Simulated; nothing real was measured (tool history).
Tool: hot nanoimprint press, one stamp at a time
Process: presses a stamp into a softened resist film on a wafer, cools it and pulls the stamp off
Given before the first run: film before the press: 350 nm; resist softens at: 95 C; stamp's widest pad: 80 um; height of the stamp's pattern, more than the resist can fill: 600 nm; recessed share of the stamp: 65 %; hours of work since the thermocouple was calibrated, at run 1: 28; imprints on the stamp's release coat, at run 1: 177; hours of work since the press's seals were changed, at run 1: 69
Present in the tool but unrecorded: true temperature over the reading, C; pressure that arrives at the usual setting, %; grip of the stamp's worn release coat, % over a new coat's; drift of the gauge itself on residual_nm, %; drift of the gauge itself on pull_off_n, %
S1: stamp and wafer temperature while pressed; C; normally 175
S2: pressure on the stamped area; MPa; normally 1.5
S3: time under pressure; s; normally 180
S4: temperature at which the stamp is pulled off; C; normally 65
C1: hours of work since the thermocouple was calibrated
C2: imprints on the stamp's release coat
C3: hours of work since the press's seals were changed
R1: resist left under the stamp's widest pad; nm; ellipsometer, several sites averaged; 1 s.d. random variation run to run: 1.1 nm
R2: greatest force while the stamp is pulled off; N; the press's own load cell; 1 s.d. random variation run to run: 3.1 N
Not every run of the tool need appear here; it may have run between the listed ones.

{"run": 1, "hour": 0.0, "S1": 175, "S2": 1.5, "S3": 180, "S4": 65, "C1": 28, "C2": 177, "C3": 69, "R1": 173, "R2": 181}
{"run": 2, "hour": 38.9, "S1": 175, "S2": 1.5, "S3": 180, "S4": 65, "C1": 43, "C2": 278, "C3": 84, "R1": 170.9, "R2": 190}
{"run": 3, "hour": 66.3, "S1": 175, "S2": 1.5, "S3": 180, "S4": 65, "C1": 55, "C2": 350, "C3": 96, "R1": 173.4, "R2": 186}
{"run": 4, "hour": 93.3, "S1": 175, "S2": 1.5, "S3": 180, "S4": 65, "C1": 66, "C2": 421, "C3": 107, "R1": 172, "R2": 190}
{"hour": 141.9, "done": "stamp cleaned and given a new release coat"}
{"run": 5, "hour": 142.6, "S1": 175, "S2": 1.5, "S3": 180, "S4": 65, "C1": 83, "C2": 2, "C3": 124, "R1": 172.3, "R2": 180}
{"run": 6, "hour": 176.6, "S1": 175, "S2": 1.5, "S3": 180, "S4": 65, "C1": 97, "C2": 91, "C3": 138, "R1": 174.5, "R2": 177}
{"run": 7, "hour": 213.9, "S1": 175, "S2": 1.5, "S3": 180, "S4": 65, "C1": 112, "C2": 188, "C3": 153, "R1": 172.1, "R2": 184}
{"run": 8, "hour": 251.6, "S1": 175, "S2": 1.5, "S3": 180, "S4": 65, "C1": 128, "C2": 287, "C3": 169, "R1": 174.9, "R2": 190}
{"run": 9, "hour": 294.6, "S1": 175, "S2": 1.5, "S3": 180, "S4": 59, "C1": 145, "C2": 399, "C3": 186, "R1": 174.2, "R2": 216}
{"hour": 351.6, "done": "stamp cleaned and given a new release coat"}
{"run": 10, "hour": 355.2, "S1": 175, "S2": 1.5, "S3": 180, "S4": 65, "C1": 167, "C2": 9, "C3": 208, "R1": 174.5, "R2": 184}
{"run": 11, "hour": 399.9, "S1": 175, "S2": 1.5, "S3": 180, "S4": 65, "C1": 185, "C2": 126, "C3": 227, "R1": 175.9, "R2": 184}
{"run": 12, "hour": 457.9, "S1": 175, "S2": 1.5, "S3": 180, "S4": 65, "C1": 209, "C2": 277, "C3": 250, "R1": 176.4, "R2": 188}
{"run": 13, "hour": 487.1, "S1": 175, "S2": 1.5, "S3": 180, "S4": 65, "C1": 221, "C2": 354, "C3": 262, "R1": 175.9, "R2": 196}
{"run": 14, "hour": 518.8, "S1": 181, "S2": 1.5, "S3": 180, "S4": 65, "C1": 234, "C2": 437, "C3": 275, "R1": 135.5, "R2": 194}
{"hour": 563.3, "done": "stamp cleaned and given a new release coat"}
{"run": 15, "hour": 586.9, "S1": 181, "S2": 1.5, "S3": 180, "S4": 65, "C1": 259, "C2": 62, "C3": 300, "R1": 133.5, "R2": 185}
{"run": 16, "hour": 638.0, "S1": 183, "S2": 1.82, "S3": 180, "S4": 65, "C1": 280, "C2": 196, "C3": 321, "R1": 114.1, "R2": 181}
{"run": 17, "hour": 686.5, "S1": 183, "S2": 1.82, "S3": 180, "S4": 65, "C1": 300, "C2": 322, "C3": 341, "R1": 113.3, "R2": 193}
{"run": 18, "hour": 724.4, "S1": 183, "S2": 1.33, "S3": 160, "S4": 65, "C1": 315, "C2": 421, "C3": 356, "R1": 138.6, "R2": 191}
{"hour": 773.0, "done": "stamp cleaned and given a new release coat"}
{"run": 19, "hour": 777.2, "S1": 181, "S2": 2.29, "S3": 180, "S4": 72, "C1": 334, "C2": 11, "C3": 375, "R1": 114.3, "R2": 152}
{"run": 20, "hour": 828.1, "S1": 181, "S2": 1.26, "S3": 180, "S4": 65, "C1": 355, "C2": 144, "C3": 396, "R1": 147.9, "R2": 184}
{"run": 21, "hour": 864.6, "S1": 181, "S2": 1.26, "S3": 180, "S4": 65, "C1": 370, "C2": 239, "C3": 411, "R1": 147.3, "R2": 187}
{"hour": 876.4, "done": "plate thermocouple calibrated"}
{"run": 22, "hour": 916.8, "S1": 164, "S2": 1.14, "S3": 174, "S4": 58, "C1": 16, "C2": 368, "C3": 431, "R1": 281.4, "R2": 219}
{"run": 23, "hour": 951.2, "S1": 164, "S2": 1.14, "S3": 174, "S4": 58, "C1": 30, "C2": 458, "C3": 445, "R1": 282.3, "R2": 231}
{"hour": 987.3, "done": "stamp cleaned and given a new release coat"}
{"run": 24, "hour": 1001.4, "S1": 164, "S2": 1.14, "S3": 338, "S4": 58, "C1": 48, "C2": 37, "C3": 463, "R1": 246.7, "R2": 209}
{"run": 25, "hour": 1042.0, "S1": 178, "S2": 1.14, "S3": 141, "S4": 61, "C1": 65, "C2": 143, "C3": 479, "R1": 185.9, "R2": 202}
{"run": 26, "hour": 1099.6, "S1": 172, "S2": 1.5, "S3": 180, "S4": 65, "C1": 88, "C2": 294, "C3": 503, "R1": 199.7, "R2": 186}
{"run": 27, "hour": 1147.3, "S1": 172, "S2": 1.5, "S3": 180, "S4": 65, "C1": 108, "C2": 419, "C3": 522, "R1": 200.4, "R2": 191}
{"run": 28, "hour": 1180.8, "S1": 177, "S2": 1.34, "S3": 180, "S4": 65, "C1": 121, "C2": 506, "C3": 536, "R1": 168.2, "R2": 192}
{"hour": 1197.8, "done": "stamp cleaned and given a new release coat"}
{"run": 29, "hour": 1251.7, "S1": 177, "S2": 1.34, "S3": 197, "S4": 54, "C1": 148, "C2": 141, "C3": 562, "R1": 163.2, "R2": 232}
{"run": 30, "hour": 1294.2, "S1": 177, "S2": 1.23, "S3": 197, "S4": 71, "C1": 165, "C2": 252, "C3": 580, "R1": 170.1, "R2": 160}

Alternative continuations, all from the tool just after run 30; predict every row:
{"run": "A", "hour": 1325.5, "S1": 183, "S2": 1.23, "S3": 197, "S4": 70, "C1": 178, "C2": 334, "C3": 592, "R1": "?", "R2": "?"}
{"run": "B", "hour": 1325.5, "S1": 177, "S2": 2.24, "S3": 200, "S4": 71, "C1": 178, "C2": 334, "C3": 592, "R1": "?", "R2": "?"}
{"run": "C", "hour": 1325.5, "S1": 175, "S2": 1.5, "S3": 160, "S4": 65, "C1": 178, "C2": 334, "C3": 592, "R1": "?", "R2": "?"}

run=A R1=129.4 R2=164
run=B R1=133.5 R2=158
run=C R1=186.5 R2=193
Take away the tool's hidden state, keep each run's random variation, and the runs would have read:
run=A R1=123.8 R2=153
run=B R1=125.8 R2=147
run=C R1=178.8 R2=180

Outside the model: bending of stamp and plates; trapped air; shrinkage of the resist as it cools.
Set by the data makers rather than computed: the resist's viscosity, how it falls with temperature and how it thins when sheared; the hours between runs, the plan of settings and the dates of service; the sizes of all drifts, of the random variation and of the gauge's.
